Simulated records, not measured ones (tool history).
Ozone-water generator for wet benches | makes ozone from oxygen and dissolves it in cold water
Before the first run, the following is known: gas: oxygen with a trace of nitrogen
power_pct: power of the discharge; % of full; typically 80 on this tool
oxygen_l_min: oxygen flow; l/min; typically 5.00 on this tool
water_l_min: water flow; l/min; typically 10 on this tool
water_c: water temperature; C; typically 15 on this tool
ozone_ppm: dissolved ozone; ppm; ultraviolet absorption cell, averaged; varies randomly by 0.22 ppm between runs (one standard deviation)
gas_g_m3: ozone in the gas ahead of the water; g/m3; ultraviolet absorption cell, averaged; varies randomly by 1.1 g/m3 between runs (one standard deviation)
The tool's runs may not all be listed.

run	day	power_pct	oxygen_l_min	water_l_min	water_c	ozone_ppm	gas_g_m3
1	0.000	80	5.00	10	15	32.5	201.4
2	5.762	80	7.13	10	15	33.6	181.5
3	10.892	80	7.13	10	15	32.6	181.0
4	14.738	80	7.13	10	15	33.0	181.2
5	20.550	80	7.13	10	15	33.1	180.6
6	24.221	80	7.13	10	15	33.0	181.3
7	29.112	80	5.00	11	15	30.1	201.7

Run 8 has not been measured yet. What should we expect?
8	36.042	43	5.00	10	14	?	?

Run 8 measured ozone_ppm 19.2 ppm, gas_g_m3 118.0 g/m3.
The same run, on a tool lacking any hidden state, would have yielded ozone_ppm 19.2 ppm, gas_g_m3 118.0 g/m3.
